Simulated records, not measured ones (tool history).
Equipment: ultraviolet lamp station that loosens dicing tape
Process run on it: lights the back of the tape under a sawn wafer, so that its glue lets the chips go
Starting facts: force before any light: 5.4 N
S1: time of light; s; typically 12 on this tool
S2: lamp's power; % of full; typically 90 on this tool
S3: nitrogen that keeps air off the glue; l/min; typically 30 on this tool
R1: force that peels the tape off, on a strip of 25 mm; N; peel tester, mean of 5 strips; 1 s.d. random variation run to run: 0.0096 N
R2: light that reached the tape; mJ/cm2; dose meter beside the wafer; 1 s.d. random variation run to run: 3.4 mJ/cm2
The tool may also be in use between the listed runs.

{"run": 1, "hour": 0.0, "S1": 12, "S2": 90, "S3": 30, "R1": 0.539, "R2": 469}
{"run": 2, "hour": 72.4, "S1": 12, "S2": 90, "S3": 30, "R1": 0.571, "R2": 457}
{"run": 3, "hour": 140.0, "S1": 12, "S2": 65, "S3": 30, "R1": 0.975, "R2": 328}
{"run": 4, "hour": 200.0, "S1": 12, "S2": 65, "S3": 30, "R1": 1.074, "R2": 324}
{"run": 5, "hour": 268.2, "S1": 12, "S2": 60, "S3": 30, "R1": 1.209, "R2": 300}
{"run": 6, "hour": 325.7, "S1": 12, "S2": 60, "S3": 32, "R1": 1.18, "R2": 288}
{"run": 7, "hour": 392.6, "S1": 12, "S2": 60, "S3": 32, "R1": 1.162, "R2": 285}
{"run": 8, "hour": 454.5, "S1": 12, "S2": 60, "S3": 32, "R1": 1.257, "R2": 282}
{"run": 9, "hour": 498.9, "S1": 12, "S2": 60, "S3": 32, "R1": 1.23, "R2": 277}
{"run": 10, "hour": 555.1, "S1": 12, "S2": 60, "S3": 32, "R1": 1.272, "R2": 278}
{"run": 11, "hour": 588.8, "S1": 12, "S2": 60, "S3": 32, "R1": 1.293, "R2": 277}
{"run": 12, "hour": 649.8, "S1": 12, "S2": 76, "S3": 30, "R1": 0.954, "R2": 344}
{"run": 13, "hour": 695.7, "S1": 12, "S2": 76, "S3": 30, "R1": 0.987, "R2": 339}
{"run": 14, "hour": 760.3, "S1": 12, "S2": 76, "S3": 30, "R1": 0.973, "R2": 332}
{"run": 15, "hour": 811.3, "S1": 12, "S2": 76, "S3": 30, "R1": 1.008, "R2": 331}
{"run": 16, "hour": 878.3, "S1": 8, "S2": 90, "S3": 30, "R1": 1.462, "R2": 260}
{"hour": 902.5, "done": "lamp changed"}
{"run": 17, "hour": 936.2, "S1": 12, "S2": 90, "S3": 39, "R1": 0.391, "R2": 510}
{"run": 18, "hour": 974.1, "S1": 16, "S2": 90, "S3": 52, "R1": 0.203, "R2": 672}
{"run": 19, "hour": 1017.5, "S1": 10, "S2": 69, "S3": 19, "R1": 1.329, "R2": 322}
{"run": 20, "hour": 1071.7, "S1": 10, "S2": 69, "S3": 19, "R1": 1.4, "R2": 318}
{"run": 21, "hour": 1131.6, "S1": 16, "S2": 95, "S3": 14, "R1": 0.462, "R2": 693}
{"run": 22, "hour": 1182.7, "S1": 8, "S2": 68, "S3": 40, "R1": 1.346, "R2": 246}
{"run": 23, "hour": 1242.1, "S1": 8, "S2": 68, "S3": 40, "R1": 1.361, "R2": 241}
{"hour": 1264.1, "done": "window cleaned of glue's vapour"}
{"run": 24, "hour": 1293.9, "S1": 8, "S2": 68, "S3": 40, "R1": 1.262, "R2": 256}
{"run": 25, "hour": 1336.7, "S1": 7, "S2": 100, "S3": 35, "R1": 0.953, "R2": 329}
{"run": 26, "hour": 1408.2, "S1": 7, "S2": 100, "S3": 14, "R1": 1.518, "R2": 326}

4 ways to go on from here, each from the tool as it stands after run 26. What would each give?
{"run": "A", "hour": 1446.0, "S1": 10, "S2": 68, "S3": 36, "R1": "?", "R2": "?"}
{"run": "B", "hour": 1446.0, "S1": 10, "S2": 89, "S3": 14, "R1": "?", "R2": "?"}
{"run": "C", "hour": 1446.0, "S1": 17, "S2": 90, "S3": 30, "R1": "?", "R2": "?"}
{"run": "D", "hour": 1446.0, "S1": 7, "S2": 67, "S3": 14, "R1": "?", "R2": "?"}

run=A R1=0.974 R2=312
run=B R1=1.093 R2=404
run=C R1=0.256 R2=705
run=D R1=2.248 R2=214
Without the tool's hidden state the same runs would have given:
run=A R1=0.838 R2=343
run=B R1=0.947 R2=444
run=C R1=0.221 R2=774
run=D R1=2.072 R2=235

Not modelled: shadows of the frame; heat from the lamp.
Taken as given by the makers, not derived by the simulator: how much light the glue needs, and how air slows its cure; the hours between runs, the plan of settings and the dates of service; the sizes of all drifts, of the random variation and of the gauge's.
